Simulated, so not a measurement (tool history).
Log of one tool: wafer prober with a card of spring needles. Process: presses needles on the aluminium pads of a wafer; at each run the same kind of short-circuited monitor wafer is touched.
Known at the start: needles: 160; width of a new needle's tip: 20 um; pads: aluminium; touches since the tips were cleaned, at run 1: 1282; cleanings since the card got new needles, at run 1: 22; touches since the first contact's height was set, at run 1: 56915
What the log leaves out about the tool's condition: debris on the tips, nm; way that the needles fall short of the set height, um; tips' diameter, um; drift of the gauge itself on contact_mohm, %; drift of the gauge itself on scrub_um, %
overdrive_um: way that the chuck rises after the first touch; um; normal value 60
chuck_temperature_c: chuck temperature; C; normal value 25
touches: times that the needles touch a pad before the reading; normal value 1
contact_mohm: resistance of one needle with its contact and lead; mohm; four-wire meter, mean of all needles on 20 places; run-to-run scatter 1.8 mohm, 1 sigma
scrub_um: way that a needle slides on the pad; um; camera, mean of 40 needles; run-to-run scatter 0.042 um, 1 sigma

run	hour	overdrive_um	chuck_temperature_c	touches	touches since the tips were cleaned	cleanings since the card got new needles	touches since the first contact's height was set	contact_mohm	scrub_um
1	0.0	60	25	1	1282	22	56915	179	7.33
# hour 1.9: tips cleaned on abrasive film
# hour 5.9: tips cleaned on abrasive film
2	7.9	60	25	1	1220	24	61607	182	7.25
# hour 9.9: tips cleaned on abrasive film
# hour 14.1: tips cleaned on abrasive film
3	16.5	60	25	1	1447	26	66671	178	7.28
# hour 18.7: tips cleaned on abrasive film
# hour 22.9: tips cleaned on abrasive film
4	25.8	60	25	1	1718	28	72204	182	7.32
# hour 27.3: tips cleaned on abrasive film
5	30.3	60	25	1	1792	29	74887	178	7.30
# hour 31.7: tips cleaned on abrasive film
6	34.9	60	25	1	1953	30	77645	179	7.34
# hour 36.1: tips cleaned on abrasive film
# hour 40.4: tips cleaned on abrasive film
7	40.4	60	25	1	0	32	80861	179	7.36
# hour 44.5: tips cleaned on abrasive film
# hour 48.7: tips cleaned on abrasive film
8	48.7	60	25	1	0	34	85806	182	7.25
# hour 53.3: tips cleaned on abrasive film
9	55.2	60	25	1	1166	35	89659	180	7.31
# hour 57.5: tips cleaned on abrasive film
# hour 61.5: tips cleaned on abrasive film
10	62.7	60	25	1	727	37	94072	182	7.35
# hour 65.5: tips cleaned on abrasive film
# hour 70.1: tips cleaned on abrasive film
11	70.2	60	25	1	111	39	98560	176	7.29
# hour 74.5: tips cleaned on abrasive film
12	77.2	60	25	1	1656	40	102725	181	7.31
# hour 78.6: tips cleaned on abrasive film
13	82.2	60	25	1	2165	41	105709	180	7.37
# hour 82.7: tips cleaned on abrasive film
14	86.6	60	25	2	2331	42	108302	179	7.30
# hour 87.2: tips cleaned on abrasive film
# hour 91.2: tips cleaned on abrasive film
15	94.8	60	25	2	2176	44	113167	181	7.32
# hour 95.4: tips cleaned on abrasive film
# hour 100.0: tips cleaned on abrasive film
16	101.3	60	25	2	787	46	117003	179	7.28
# hour 104.0: tips cleaned on abrasive film
# hour 108.3: tips cleaned on abrasive film
17	110.1	42	25	2	1062	48	122211	187	5.07
# hour 112.6: tips cleaned on abrasive film
# hour 114.2: height of the first contact set anew
# hour 116.9: tips cleaned on abrasive film
18	118.4	44	43	1	907	50	2519	193	5.39
# hour 121.2: tips cleaned on abrasive film
19	124.2	44	43	1	1827	51	5947	193	5.40
# hour 125.5: tips cleaned on abrasive film
# hour 129.6: tips cleaned on abrasive film
20	131.3	44	43	1	1063	53	10172	194	5.36
# hour 133.7: tips cleaned on abrasive film
# hour 137.8: tips cleaned on abrasive film
21	139.8	50	25	2	1209	55	15194	182	6.07
# hour 141.8: tips cleaned on abrasive film
# hour 146.0: tips cleaned on abrasive film
22	147.9	50	25	2	1161	57	19993	185	6.11
# hour 150.3: tips cleaned on abrasive film
# hour 154.4: tips cleaned on abrasive film
23	155.8	41	69	1	850	59	24683	205	5.04
# hour 158.9: tips cleaned on abrasive film
# hour 163.2: tips cleaned on abrasive film
24	164.7	58	89	1	939	61	29984	195	7.06
# hour 167.8: tips cleaned on abrasive film
25	170.2	58	89	1	1474	62	33269	197	7.03
# hour 172.0: tips cleaned on abrasive film
# hour 176.5: tips cleaned on abrasive film
26	176.9	43	74	1	275	64	37218	202	5.20
# hour 180.8: tips cleaned on abrasive film
27	183.0	41	25	2	1378	65	40861	192	4.98
# hour 185.0: tips cleaned on abrasive film
# hour 189.1: tips cleaned on abrasive film
28	189.4	44	87	1	208	67	44637	205	5.34
# hour 193.4: tips cleaned on abrasive film
29	193.4	44	87	1	0	68	46991	204	5.33
# hour 197.6: tips cleaned on abrasive film
# hour 201.6: tips cleaned on abrasive film
30	201.6	44	87	1	0	70	51859	204	5.37
# hour 205.6: tips cleaned on abrasive film
31	206.1	75	62	1	288	71	54487	184	9.19

How the hidden state differs across the entries between the runs, from the last listed run before each to the first after it:
Between runs 1 and 2: tips cleaned on abrasive film (hour 1.9); tips cleaned on abrasive film (hour 5.9)
  the hidden state is the same at both runs
Between runs 2 and 3: tips cleaned on abrasive film (hour 9.9); tips cleaned on abrasive film (hour 14.1)
  the hidden state is the same at both runs
Between runs 3 and 4: tips cleaned on abrasive film (hour 18.7); tips cleaned on abrasive film (hour 22.9)
  the hidden state is the same at both runs
Between runs 4 and 5: tips cleaned on abrasive film (hour 27.3)
  the hidden state is the same at both runs
Between runs 5 and 6: tips cleaned on abrasive film (hour 31.7)
  the hidden state is the same at both runs
Between runs 6 and 7: tips cleaned on abrasive film (hour 36.1); tips cleaned on abrasive film (hour 40.4)
  debris on the tips, nm: 0.1 -> 0
Between runs 7 and 8: tips cleaned on abrasive film (hour 44.5); tips cleaned on abrasive film (hour 48.7)
  the hidden state is the same at both runs
Between runs 8 and 9: tips cleaned on abrasive film (hour 53.3)
  debris on the tips, nm: 0 -> 0.1
Between runs 9 and 10: tips cleaned on abrasive film (hour 57.5); tips cleaned on abrasive film (hour 61.5)
  the hidden state is the same at both runs
Between runs 10 and 11: tips cleaned on abrasive film (hour 65.5); tips cleaned on abrasive film (hour 70.1)
  debris on the tips, nm: 0.1 -> 0
Between runs 11 and 12: tips cleaned on abrasive film (hour 74.5)
  debris on the tips, nm: 0 -> 0.1
Between runs 12 and 13: tips cleaned on abrasive film (hour 78.6)
  the hidden state is the same at both runs
Between runs 13 and 14: tips cleaned on abrasive film (hour 82.7)
  debris on the tips, nm: 0.1 -> 0.2; way that the needles fall short of the set height, um: 0 -> 0.01
Between runs 14 and 15: tips cleaned on abrasive film (hour 87.2); tips cleaned on abrasive film (hour 91.2)
  debris on the tips, nm: 0.2 -> 0.1
Between runs 15 and 16: tips cleaned on abrasive film (hour 95.4); tips cleaned on abrasive film (hour 100.0)
  the hidden state is the same at both runs
Between runs 16 and 17: tips cleaned on abrasive film (hour 104.0); tips cleaned on abrasive film (hour 108.3)
  the hidden state is the same at both runs
Between runs 17 and 18: tips cleaned on abrasive film (hour 112.6); height of the first contact set anew (hour 114.2); tips cleaned on abrasive film (hour 116.9)
  way that the needles fall short of the set height, um: 0.01 -> 0
Between runs 18 and 19: tips cleaned on abrasive film (hour 121.2)
  the hidden state is the same at both runs
Between runs 19 and 20: tips cleaned on abrasive film (hour 125.5); tips cleaned on abrasive film (hour 129.6)
  the hidden state is the same at both runs
Between runs 20 and 21: tips cleaned on abrasive film (hour 133.7); tips cleaned on abrasive film (hour 137.8)
  the hidden state is the same at both runs
Between runs 21 and 22: tips cleaned on abrasive film (hour 141.8); tips cleaned on abrasive film (hour 146.0)
  the hidden state is the same at both runs
Between runs 22 and 23: tips cleaned on abrasive film (hour 150.3); tips cleaned on abrasive film (hour 154.4)
  the hidden state is the same at both runs
Between runs 23 and 24: tips cleaned on abrasive film (hour 158.9); tips cleaned on abrasive film (hour 163.2)
  the hidden state is the same at both runs
Between runs 24 and 25: tips cleaned on abrasive film (hour 167.8)
  the hidden state is the same at both runs
Between runs 25 and 26: tips cleaned on abrasive film (hour 172.0); tips cleaned on abrasive film (hour 176.5)
  debris on the tips, nm: 0.1 -> 0
Between runs 26 and 27: tips cleaned on abrasive film (hour 180.8)
  debris on the tips, nm: 0 -> 0.1
Between runs 27 and 28: tips cleaned on abrasive film (hour 185.0); tips cleaned on abrasive film (hour 189.1)
  debris on the tips, nm: 0.1 -> 0
Between runs 28 and 29: tips cleaned on abrasive film (hour 193.4)
  the hidden state is the same at both runs
Between runs 29 and 30: tips cleaned on abrasive film (hour 197.6); tips cleaned on abrasive film (hour 201.6)
  the hidden state is the same at both runs
Between runs 30 and 31: tips cleaned on abrasive film (hour 205.6)
  the hidden state is the same at both runs

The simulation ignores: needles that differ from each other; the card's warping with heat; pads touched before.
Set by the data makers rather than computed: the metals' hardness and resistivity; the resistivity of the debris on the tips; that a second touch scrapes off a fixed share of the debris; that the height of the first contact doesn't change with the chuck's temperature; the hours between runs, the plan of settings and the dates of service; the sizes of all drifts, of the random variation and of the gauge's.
